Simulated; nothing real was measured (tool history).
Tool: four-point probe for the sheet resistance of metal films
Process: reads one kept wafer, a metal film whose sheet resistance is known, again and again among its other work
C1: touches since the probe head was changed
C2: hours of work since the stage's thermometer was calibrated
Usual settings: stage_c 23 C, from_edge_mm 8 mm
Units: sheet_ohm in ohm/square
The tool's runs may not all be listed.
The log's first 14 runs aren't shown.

{"run": 15, "day": 6.725, "stage_c": 23, "from_edge_mm": 64, "C1": 29141, "C2": 1156, "sheet_ohm": 0.05028}
{"run": 16, "day": 7.146, "stage_c": 24, "from_edge_mm": 8, "C1": 29531, "C2": 1163, "sheet_ohm": 0.050728}
{"run": 17, "day": 7.779, "stage_c": 24, "from_edge_mm": 8, "C1": 30120, "C2": 1173, "sheet_ohm": 0.050704}
{"run": 18, "day": 8.367, "stage_c": 18, "from_edge_mm": 8, "C1": 30664, "C2": 1183, "sheet_ohm": 0.050607}
{"run": 19, "day": 8.817, "stage_c": 18, "from_edge_mm": 8, "C1": 31081, "C2": 1190, "sheet_ohm": 0.050612}
{"run": 20, "day": 9.196, "stage_c": 21, "from_edge_mm": 8, "C1": 31434, "C2": 1197, "sheet_ohm": 0.050642}
{"run": 21, "day": 9.529, "stage_c": 21, "from_edge_mm": 8, "C1": 31745, "C2": 1202, "sheet_ohm": 0.050652}
{"run": 22, "day": 9.883, "stage_c": 25, "from_edge_mm": 51, "C1": 32074, "C2": 1208, "sheet_ohm": 0.050313}
{"run": 23, "day": 10.375, "stage_c": 25, "from_edge_mm": 51, "C1": 32532, "C2": 1216, "sheet_ohm": 0.050287}
{"run": 24, "day": 11.029, "stage_c": 29, "from_edge_mm": 20, "C1": 33137, "C2": 1227, "sheet_ohm": 0.050444}
{"run": 25, "day": 11.404, "stage_c": 29, "from_edge_mm": 20, "C1": 33488, "C2": 1233, "sheet_ohm": 0.050418}
{"run": 26, "day": 11.692, "stage_c": 29, "from_edge_mm": 20, "C1": 33755, "C2": 1238, "sheet_ohm": 0.050429}
{"run": 27, "day": 12.054, "stage_c": 25, "from_edge_mm": 26, "C1": 34089, "C2": 1244, "sheet_ohm": 0.050338}
{"run": 28, "day": 12.396, "stage_c": 25, "from_edge_mm": 27, "C1": 34408, "C2": 1249, "sheet_ohm": 0.050325}
{"run": 29, "day": 12.883, "stage_c": 34, "from_edge_mm": 6, "C1": 34861, "C2": 1257, "sheet_ohm": 0.051189}
{"run": 30, "day": 13.504, "stage_c": 34, "from_edge_mm": 8, "C1": 35438, "C2": 1268, "sheet_ohm": 0.050859}
{"run": 31, "day": 13.842, "stage_c": 34, "from_edge_mm": 8, "C1": 35751, "C2": 1273, "sheet_ohm": 0.050863}
{"run": 32, "day": 14.475, "stage_c": 30, "from_edge_mm": 8, "C1": 36338, "C2": 1284, "sheet_ohm": 0.050792}
{"run": 33, "day": 14.817, "stage_c": 30, "from_edge_mm": 19, "C1": 36656, "C2": 1289, "sheet_ohm": 0.050455}
{"run": 34, "day": 15.267, "stage_c": 32, "from_edge_mm": 7, "C1": 37077, "C2": 1297, "sheet_ohm": 0.050945}
{"run": 35, "day": 15.875, "stage_c": 30, "from_edge_mm": 40, "C1": 37640, "C2": 1307, "sheet_ohm": 0.050376}
{"run": 36, "day": 16.346, "stage_c": 31, "from_edge_mm": 40, "C1": 38076, "C2": 1314, "sheet_ohm": 0.050399}
{"run": 37, "day": 16.958, "stage_c": 24, "from_edge_mm": 12, "C1": 38648, "C2": 1325, "sheet_ohm": 0.050437}
{"run": 38, "day": 17.429, "stage_c": 26, "from_edge_mm": 7, "C1": 39086, "C2": 1332, "sheet_ohm": 0.050849}

Forecast each of these 3 alternatives for the next run:
{"run": "A", "day": 17.954, "stage_c": 23, "from_edge_mm": 5, "C1": 39572, "C2": 1341, "sheet_ohm": "?"}
{"run": "B", "day": 17.954, "stage_c": 20, "from_edge_mm": 5, "C1": 39572, "C2": 1341, "sheet_ohm": "?"}
{"run": "C", "day": 17.954, "stage_c": 35, "from_edge_mm": 7, "C1": 39572, "C2": 1341, "sheet_ohm": "?"}

run=A sheet_ohm=0.051303
run=B sheet_ohm=0.051252
run=C sheet_ohm=0.051013
Without the tool's hidden state the same runs would have given:
run=A sheet_ohm=0.051463
run=B sheet_ohm=0.051411
run=C sheet_ohm=0.051174

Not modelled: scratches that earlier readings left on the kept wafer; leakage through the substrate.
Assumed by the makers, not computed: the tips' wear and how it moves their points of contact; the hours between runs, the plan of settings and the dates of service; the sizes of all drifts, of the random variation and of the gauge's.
